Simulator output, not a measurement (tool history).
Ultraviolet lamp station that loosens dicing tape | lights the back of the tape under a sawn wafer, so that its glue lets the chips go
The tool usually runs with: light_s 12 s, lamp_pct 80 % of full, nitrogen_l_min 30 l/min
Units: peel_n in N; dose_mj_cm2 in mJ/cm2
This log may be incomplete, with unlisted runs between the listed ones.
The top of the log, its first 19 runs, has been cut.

| run | day | light_s | lamp_pct | nitrogen_l_min | peel_n | dose_mj_cm2 |
|---|---|---|---|---|---|---|
| 20 | 6.996 | 11 | 80 | 30 | 0.238 | 528 |
| 21 | 7.254 | 12 | 80 | 35 | 0.164 | 573 |
| 22 | 7.504 | 15 | 91 | 43 | 0.105 | 812 |
| 23 | 7.775 | 12 | 63 | 30 | 0.328 | 453 |
| 24 | 8.171 | 12 | 80 | 18 | 0.300 | 574 |
| 25 | 8.596 | 16 | 67 | 16 | 0.267 | 637 |
| 26 | 9.179 | 24 | 96 | 32 | 0.098 | 1371 |
| 27 | 9.621 | 12 | 80 | 21 | 0.247 | 574 |
| 28 | 10.192 | 11 | 72 | 30 | 0.313 | 469 |
| 29 | 10.529 | 10 | 80 | 10 | 0.841 | 481 |
| 30 | 11.096 | 16 | 75 | 15 | 0.217 | 710 |
| 31 | 11.529 | 16 | 75 | 15 | 0.214 | 707 |
| 32 | 11.775 | 16 | 75 | 15 | 0.207 | 710 |
| 33 | 12.375 | 16 | 75 | 15 | 0.211 | 714 |
| 34 | 12.696 | 16 | 75 | 15 | 0.217 | 713 |

Forecast each of these 4 alternatives for the next run:
| A | 13.304 | 7 | 80 | 15 | ? | ? |
| B | 13.304 | 18 | 68 | 13 | ? | ? |
| C | 13.304 | 12 | 97 | 30 | ? | ? |
| D | 13.304 | 16 | 92 | 9 | ? | ? |

| run | peel_n | dose_mj_cm2 |
|---|---|---|
| A | 1.226 | 338 |
| B | 0.236 | 732 |
| C | 0.128 | 691 |
| D | 0.218 | 879 |
With no hidden state in the tool, these same runs would have given:
| run | peel_n | dose_mj_cm2 |
|---|---|---|
| A | 1.224 | 338 |
| B | 0.235 | 732 |
| C | 0.127 | 692 |
| D | 0.217 | 880 |
